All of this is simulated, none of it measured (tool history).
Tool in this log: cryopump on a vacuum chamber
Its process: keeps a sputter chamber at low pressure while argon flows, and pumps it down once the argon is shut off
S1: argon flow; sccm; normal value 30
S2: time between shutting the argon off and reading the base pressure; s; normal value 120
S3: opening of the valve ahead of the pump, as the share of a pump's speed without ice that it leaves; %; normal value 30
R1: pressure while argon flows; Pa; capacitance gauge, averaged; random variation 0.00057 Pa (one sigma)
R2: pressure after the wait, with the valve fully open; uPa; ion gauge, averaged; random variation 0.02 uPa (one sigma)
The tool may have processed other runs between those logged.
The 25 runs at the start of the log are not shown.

Run 26, day 38.012: usual settings but S2 53 s, S3 20 %. Result: R1 0.1025 Pa, R2 1.83 uPa.
Run 27, day 39.804: usual settings but S2 162 s, S3 50 %. Result: R1 0.0437 Pa, R2 1.65 uPa.
Run 28, day 41.517: usual settings but S1 24 sccm, S2 79 s. Result: R1 0.0559 Pa, R2 1.79 uPa.
Run 29, day 42.758: usual settings but S1 39 sccm, S2 147 s, S3 40 %. Result: R1 0.0703 Pa, R2 1.72 uPa.
Run 30, day 44.546: usual settings but S1 39 sccm, S2 147 s, S3 40 %. Result: R1 0.0724 Pa, R2 1.76 uPa.
Run 31, day 46.050: usual settings but S1 41 sccm, S3 35 %. Result: R1 0.0831 Pa, R2 1.83 uPa.
Run 32, day 47.958: usual settings but S1 12 sccm, S2 244 s, S3 17 %. Result: R1 0.0492 Pa, R2 1.79 uPa.
Run 33, day 49.304: usual settings but S1 12 sccm, S2 244 s, S3 17 %. Result: R1 0.0501 Pa, R2 1.83 uPa.

Alternative continuations, all from the tool just after run 33; predict every row:
Run A, day 50.646: usual settings but S1 12 sccm, S2 244 s, S3 19 %. Result: R1 ?, R2 ?.
Run B, day 50.646: usual settings but S1 12 sccm, S2 244 s, S3 48 %. Result: R1 ?, R2 ?.
Run C, day 50.646: usual settings but S1 19 sccm, S2 224 s, S3 24 %. Result: R1 ?, R2 ?.

run      R1    R2
  A  0.0454  1.92
  B  0.0187  1.93
  C  0.0564  1.91
Take away the tool's hidden state, keep each run's random variation, and the runs would have read:
run      R1    R2
  A  0.0431  0.20
  B  0.0164  0.20
  C  0.0527  0.16

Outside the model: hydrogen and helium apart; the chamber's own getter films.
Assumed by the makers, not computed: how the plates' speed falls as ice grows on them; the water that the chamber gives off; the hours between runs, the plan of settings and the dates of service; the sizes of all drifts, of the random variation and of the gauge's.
